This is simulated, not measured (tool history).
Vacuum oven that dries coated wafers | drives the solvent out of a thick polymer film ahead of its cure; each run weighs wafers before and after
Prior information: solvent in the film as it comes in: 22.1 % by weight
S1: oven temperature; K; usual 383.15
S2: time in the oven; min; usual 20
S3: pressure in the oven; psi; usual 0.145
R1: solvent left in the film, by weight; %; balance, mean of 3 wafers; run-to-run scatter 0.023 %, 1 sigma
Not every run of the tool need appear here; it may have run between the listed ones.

{"run": 1, "hour": 0.0, "S1": 383.15, "S2": 20, "S3": 0.145, "R1": 1.15}
{"run": 2, "hour": 14.8, "S1": 383.15, "S2": 20, "S3": 0.145, "R1": 1.16}
{"run": 3, "hour": 29.0, "S1": 383.15, "S2": 20, "S3": 0.145, "R1": 1.17}
{"run": 4, "hour": 36.7, "S1": 383.15, "S2": 20, "S3": 0.145, "R1": 1.14}
{"run": 5, "hour": 44.8, "S1": 383.15, "S2": 20, "S3": 0.145, "R1": 1.15}
{"run": 6, "hour": 61.4, "S1": 383.15, "S2": 20, "S3": 0.145, "R1": 1.16}
{"run": 7, "hour": 74.0, "S1": 383.15, "S2": 20, "S3": 0.145, "R1": 1.15}
{"run": 8, "hour": 82.1, "S1": 396.15, "S2": 20, "S3": 0.145, "R1": 0.4}
{"run": 9, "hour": 99.1, "S1": 396.15, "S2": 20, "S3": 0.126, "R1": 0.37}
{"run": 10, "hour": 112.9, "S1": 396.15, "S2": 20, "S3": 0.505, "R1": 0.97}
{"run": 11, "hour": 130.4, "S1": 383.15, "S2": 20, "S3": 0.145, "R1": 1.16}
{"run": 12, "hour": 147.2, "S1": 383.15, "S2": 20, "S3": 0.145, "R1": 1.17}
{"run": 13, "hour": 159.1, "S1": 383.15, "S2": 20, "S3": 0.088, "R1": 1.04}
{"run": 14, "hour": 167.8, "S1": 383.15, "S2": 20, "S3": 0.088, "R1": 1.05}
{"run": 15, "hour": 181.2, "S1": 383.15, "S2": 20, "S3": 0.088, "R1": 1.03}
{"run": 16, "hour": 192.9, "S1": 383.15, "S2": 20, "S3": 0.088, "R1": 0.98}
{"run": 17, "hour": 208.5, "S1": 393.15, "S2": 23, "S3": 0.175, "R1": 0.45}
{"run": 18, "hour": 215.7, "S1": 383.15, "S2": 25, "S3": 0.145, "R1": 0.68}
{"run": 19, "hour": 228.4, "S1": 391.15, "S2": 11, "S3": 0.226, "R1": 2.33}
{"run": 20, "hour": 242.1, "S1": 375.15, "S2": 10, "S3": 0.145, "R1": 5.95}
{"run": 21, "hour": 257.2, "S1": 375.15, "S2": 10, "S3": 0.145, "R1": 5.94}
{"run": 22, "hour": 269.7, "S1": 375.15, "S2": 10, "S3": 0.145, "R1": 5.94}
{"run": 23, "hour": 277.3, "S1": 383.15, "S2": 20, "S3": 0.084, "R1": 1.0}
{"run": 24, "hour": 291.4, "S1": 383.15, "S2": 20, "S3": 0.084, "R1": 1.01}
{"run": 25, "hour": 299.9, "S1": 382.15, "S2": 21, "S3": 0.135, "R1": 1.07}

What will run 26 give?
{"run": 26, "hour": 312.7, "S1": 382.15, "S2": 21, "S3": 0.135, "R1": "?"}

{"run 26": {"R1": 1.11}}
Without the tool's hidden state the same run would have given R1 1.11 %.
